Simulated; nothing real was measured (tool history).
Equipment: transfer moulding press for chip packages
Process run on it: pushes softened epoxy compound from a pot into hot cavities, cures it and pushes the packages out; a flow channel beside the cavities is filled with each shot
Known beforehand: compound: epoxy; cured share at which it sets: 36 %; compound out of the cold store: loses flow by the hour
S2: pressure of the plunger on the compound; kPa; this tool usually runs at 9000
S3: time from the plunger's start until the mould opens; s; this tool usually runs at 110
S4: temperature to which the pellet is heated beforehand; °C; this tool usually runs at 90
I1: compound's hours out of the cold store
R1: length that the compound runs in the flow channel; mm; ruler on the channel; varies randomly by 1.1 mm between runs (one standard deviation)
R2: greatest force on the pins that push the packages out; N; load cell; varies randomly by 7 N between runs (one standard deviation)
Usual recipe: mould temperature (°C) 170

{"run": 1, "hour": 0.0, "mould temperature (°C)": 170, "S2": 9000, "S3": 110, "S4": 90, "I1": 14.7, "R1": 602, "R2": 603}
{"hour": 19.1, "done": "cavities cleaned with cleaning compound and waxed"}
{"run": 2, "hour": 35.3, "mould temperature (°C)": 170, "S2": 9000, "S3": 110, "S4": 90, "I1": 45.7, "R1": 514, "R2": 387}
{"run": 3, "hour": 56.5, "mould temperature (°C)": 170, "S2": 9000, "S3": 110, "S4": 90, "I1": 15.1, "R1": 599, "R2": 481}
{"run": 4, "hour": 88.7, "mould temperature (°C)": 170, "S2": 9000, "S3": 110, "S4": 90, "I1": 25.2, "R1": 566, "R2": 544}
{"run": 5, "hour": 114.8, "mould temperature (°C)": 170, "S2": 9000, "S3": 117, "S4": 90, "I1": 10.5, "R1": 611, "R2": 554}
{"hour": 131.6, "done": "cavities cleaned with cleaning compound and waxed"}
{"run": 6, "hour": 144.1, "mould temperature (°C)": 170, "S2": 9000, "S3": 117, "S4": 90, "I1": 35.8, "R1": 537, "R2": 338}
{"run": 7, "hour": 163.9, "mould temperature (°C)": 170, "S2": 9000, "S3": 117, "S4": 90, "I1": 43.1, "R1": 518, "R2": 385}
{"run": 8, "hour": 181.7, "mould temperature (°C)": 170, "S2": 9000, "S3": 97, "S4": 90, "I1": 36.1, "R1": 537, "R2": 631}
{"hour": 204.9, "done": "plunger's sealing rings changed"}
{"run": 9, "hour": 211.1, "mould temperature (°C)": 170, "S2": 9000, "S3": 114, "S4": 90, "I1": 17.4, "R1": 598, "R2": 560}
{"run": 10, "hour": 232.5, "mould temperature (°C)": 170, "S2": 9000, "S3": 114, "S4": 90, "I1": 11.1, "R1": 617, "R2": 573}
{"hour": 245.4, "done": "cavities cleaned with cleaning compound and waxed"}
{"run": 11, "hour": 266.6, "mould temperature (°C)": 170, "S2": 9000, "S3": 114, "S4": 90, "I1": 36.2, "R1": 543, "R2": 369}
{"run": 12, "hour": 296.7, "mould temperature (°C)": 170, "S2": 9000, "S3": 110, "S4": 90, "I1": 22.8, "R1": 578, "R2": 526}
{"run": 13, "hour": 314.0, "mould temperature (°C)": 170, "S2": 9000, "S3": 137, "S4": 95, "I1": 28.3, "R1": 561, "R2": 447}
{"run": 14, "hour": 339.3, "mould temperature (°C)": 176, "S2": 8240, "S3": 113, "S4": 82, "I1": 36.0, "R1": 507, "R2": 465}
{"hour": 357.6, "done": "cavities cleaned with cleaning compound and waxed"}
{"run": 15, "hour": 375.0, "mould temperature (°C)": 176, "S2": 8240, "S3": 140, "S4": 82, "I1": 22.7, "R1": 542, "R2": 286}
{"run": 16, "hour": 401.1, "mould temperature (°C)": 169, "S2": 9000, "S3": 94, "S4": 90, "I1": 22.2, "R1": 577, "R2": 749}
{"run": 17, "hour": 429.7, "mould temperature (°C)": 172, "S2": 9000, "S3": 94, "S4": 90, "I1": 27.5, "R1": 554, "R2": 677}
{"run": 18, "hour": 457.3, "mould temperature (°C)": 173, "S2": 7400, "S3": 110, "S4": 90, "I1": 44.8, "R1": 462, "R2": 500}
{"hour": 470.0, "done": "cavities cleaned with cleaning compound and waxed"}
{"hour": 476.1, "done": "plunger's sealing rings changed"}
{"run": 19, "hour": 494.0, "mould temperature (°C)": 173, "S2": 7400, "S3": 110, "S4": 90, "I1": 11.9, "R1": 554, "R2": 360}
{"run": 20, "hour": 512.3, "mould temperature (°C)": 170, "S2": 9000, "S3": 128, "S4": 86, "I1": 34.8, "R1": 549, "R2": 394}
{"run": 21, "hour": 538.6, "mould temperature (°C)": 168, "S2": 9000, "S3": 106, "S4": 90, "I1": 33.0, "R1": 557, "R2": 687}
{"run": 22, "hour": 555.9, "mould temperature (°C)": 171, "S2": 9230, "S3": 128, "S4": 80, "I1": 40.1, "R1": 539, "R2": 470}
{"run": 23, "hour": 576.6, "mould temperature (°C)": 177, "S2": 8140, "S3": 128, "S4": 80, "I1": 33.1, "R1": 514, "R2": 448}
{"hour": 585.7, "done": "cavities cleaned with cleaning compound and waxed"}
{"run": 24, "hour": 602.2, "mould temperature (°C)": 164, "S2": 7610, "S3": 92, "S4": 90, "I1": 27.2, "R1": 533, "R2": 934}

Below, some changes in R1 between adjacent runs. For each, the amount present without the hidden state too (settings, incoming material, random variation) and the amount remaining for the hidden state with gauge scatter not shared by both compared results:
The tool's hidden condition here consists of: true mould temperature over the reading, C; pressure that reaches the compound, % of what is set; grip of the stained cavities, % over clean ones'; drift of the gauge itself on flow_mm, %; drift of the gauge itself on push_out_n, %.
Run 8 -> 9: S3 97 -> 114, plunger's sealing rings changed. R1 +61 mm: hidden state +10, all else +51.
Run 17 -> 18: mould temperature (°C) 172 -> 173, S2 9000 -> 7400, S3 94 -> 110. R1 -92 mm: hidden state +1, all else -93.
Run 18 -> 19: cavities cleaned with cleaning compound and waxed, plunger's sealing rings changed. R1 +92 mm: hidden state +9, all else +83.
